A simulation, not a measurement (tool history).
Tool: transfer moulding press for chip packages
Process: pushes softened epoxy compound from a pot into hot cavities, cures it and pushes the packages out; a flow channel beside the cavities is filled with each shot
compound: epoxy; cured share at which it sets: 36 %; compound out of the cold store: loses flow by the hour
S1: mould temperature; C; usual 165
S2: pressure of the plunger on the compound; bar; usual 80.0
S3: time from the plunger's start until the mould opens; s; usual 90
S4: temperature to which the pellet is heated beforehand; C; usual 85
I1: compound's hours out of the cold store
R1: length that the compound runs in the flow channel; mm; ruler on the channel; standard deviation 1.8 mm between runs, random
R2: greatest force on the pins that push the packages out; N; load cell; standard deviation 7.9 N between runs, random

run,hour,S1,S2,S3,S4,I1,R1,R2
1,0.0,165,80.0,90,85,27.3,521,411
2,33.7,165,80.0,119,85,38.0,484,388
# hour 41.4: cavities cleaned with cleaning compound and waxed
3,66.7,165,80.0,119,85,47.4,465,318
4,87.2,171,80.0,119,85,20.8,523,354
# hour 104.9: cavities cleaned with cleaning compound and waxed
5,110.0,165,80.0,90,85,11.1,563,355
6,138.8,165,80.0,90,85,16.7,542,452
# hour 151.5: plunger's sealing rings changed
7,167.3,165,80.0,90,85,37.0,510,475
# hour 171.6: cavities cleaned with cleaning compound and waxed
8,198.5,165,80.0,90,85,38.1,505,431
9,226.4,165,80.0,90,91,34.9,514,464
# hour 234.6: cavities cleaned with cleaning compound and waxed
10,247.1,165,80.0,90,91,44.8,482,361
11,279.0,165,80.0,90,91,12.6,579,463
# hour 298.0: cavities cleaned with cleaning compound and waxed
12,310.8,165,80.0,90,91,44.8,483,346
13,325.9,165,80.0,90,91,19.9,554,414
14,343.5,165,68.1,82,91,26.8,490,513
# hour 362.9: cavities cleaned with cleaning compound and waxed
15,368.3,165,68.1,82,91,30.3,481,402
16,398.6,165,68.1,82,91,25.2,492,504
# hour 424.8: cavities cleaned with cleaning compound and waxed
17,437.1,163,61.5,82,91,46.7,421,450
18,465.3,163,81.9,87,76,28.4,534,552
19,480.8,163,81.9,87,76,42.6,493,556
# hour 487.6: cavities cleaned with cleaning compound and waxed
20,511.8,165,80.0,119,77,25.0,532,304
21,546.6,165,80.0,119,77,18.7,546,392
# hour 549.9: cavities cleaned with cleaning compound and waxed
22,573.1,165,80.0,119,77,35.4,501,312
23,596.3,159,72.1,116,83,33.0,489,427

5 options for the next run, each taken on its own from the tool as it stands now. Forecast them:
# hour 614.3: cavities cleaned with cleaning compound and waxed
A,621.7,159,65.8,100,95,28.5,?,?
# hour 614.3: cavities cleaned with cleaning compound and waxed
B,621.7,166,80.0,87,78,24.4,?,?
# hour 614.3: cavities cleaned with cleaning compound and waxed
C,621.7,165,72.5,90,85,18.0,?,?
# hour 614.3: cavities cleaned with cleaning compound and waxed
D,621.7,165,80.0,90,86,28.3,?,?
# hour 614.3: cavities cleaned with cleaning compound and waxed
E,621.7,169,72.1,117,79,32.1,?,?

run,R1,R2
A,477,432
B,526,348
C,522,377
D,512,343
E,474,271
Without the tool's unlogged condition, the same runs would have read:
run,R1,R2
A,495,402
B,545,322
C,541,349
D,531,316
E,491,243

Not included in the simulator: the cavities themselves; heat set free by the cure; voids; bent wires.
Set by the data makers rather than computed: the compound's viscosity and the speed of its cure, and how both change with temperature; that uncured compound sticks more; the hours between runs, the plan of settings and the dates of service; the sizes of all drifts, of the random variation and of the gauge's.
